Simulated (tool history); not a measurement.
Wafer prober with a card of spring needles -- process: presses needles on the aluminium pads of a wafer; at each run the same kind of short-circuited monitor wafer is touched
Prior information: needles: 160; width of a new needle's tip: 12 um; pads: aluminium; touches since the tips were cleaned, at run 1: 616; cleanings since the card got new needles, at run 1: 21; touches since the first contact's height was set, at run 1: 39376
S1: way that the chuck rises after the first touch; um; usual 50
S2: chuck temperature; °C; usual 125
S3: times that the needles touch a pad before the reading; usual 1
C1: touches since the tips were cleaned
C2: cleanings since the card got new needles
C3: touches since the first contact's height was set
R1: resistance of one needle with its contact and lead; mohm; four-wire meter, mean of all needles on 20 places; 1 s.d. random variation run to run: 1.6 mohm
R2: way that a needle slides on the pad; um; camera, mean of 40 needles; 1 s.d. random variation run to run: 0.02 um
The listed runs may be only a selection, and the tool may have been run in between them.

run,hour,S1,S2,S3,C1,C2,C3,R1,R2
1,0,50,125,1,616,21,39376,168,7.09
# hour 4.9: tips cleaned on abrasive film
# hour 12.1: tips cleaned on abrasive film
# hour 19.2: tips cleaned on abrasive film
2,20.4,50,125,1,290,24,44286,164,7.05
# hour 26.7: tips cleaned on abrasive film
3,31,46,125,1,1048,25,46841,174,6.5
# hour 34.1: tips cleaned on abrasive film
# hour 41.6: tips cleaned on abrasive film
4,48,50,113,1,1549,27,50934,176,7.01
# hour 49.5: tips cleaned on abrasive film
# hour 57.2: tips cleaned on abrasive film
5,57.5,50,32,1,76,29,53198,149,7.05
# hour 64.1: tips cleaned on abrasive film
# hour 71.9: tips cleaned on abrasive film
6,74.1,50,32,1,536,31,57206,152,7.02
# hour 79.5: tips cleaned on abrasive film
# hour 86.1: tips cleaned on abrasive film
7,86.2,50,32,1,41,33,60114,149,7.02
# hour 93: tips cleaned on abrasive film
8,94.7,50,32,1,412,34,62151,151,7
# hour 99.7: tips cleaned on abrasive film
# hour 106.3: tips cleaned on abrasive film
# hour 113.6: tips cleaned on abrasive film
9,115.2,50,29,1,372,37,67077,149,6.98
# hour 121.2: tips cleaned on abrasive film
# hour 128.9: tips cleaned on abrasive film
10,132.2,50,29,1,806,39,71192,158,6.95
# hour 136.6: tips cleaned on abrasive film
11,142.1,50,125,1,1330,40,73568,172,6.94
# hour 143.4: tips cleaned on abrasive film
# hour 150.9: tips cleaned on abrasive film
12,152.1,50,125,1,299,42,75970,166,6.93
# hour 158: tips cleaned on abrasive film
# hour 165.4: tips cleaned on abrasive film
13,170.4,50,125,1,1216,44,80371,176,6.94
# hour 172.1: tips cleaned on abrasive film
# hour 179: tips cleaned on abrasive film
# hour 186.3: tips cleaned on abrasive film
14,187.5,54,125,1,289,47,84473,162,7.47

Estimate the outcome of run 15 from the log above:
# hour 193.9: tips cleaned on abrasive film
# hour 195.4: height of the first contact set anew
# hour 201.2: tips cleaned on abrasive film
15,203.1,37,62,2,472,49,1850,?,?

Run 15 yielded R1 160 mohm, R2 5.33 um.
With the hidden condition absent and the run-to-run variation left alone, this run would have shown R1 154 mohm, R2 5.33 um.

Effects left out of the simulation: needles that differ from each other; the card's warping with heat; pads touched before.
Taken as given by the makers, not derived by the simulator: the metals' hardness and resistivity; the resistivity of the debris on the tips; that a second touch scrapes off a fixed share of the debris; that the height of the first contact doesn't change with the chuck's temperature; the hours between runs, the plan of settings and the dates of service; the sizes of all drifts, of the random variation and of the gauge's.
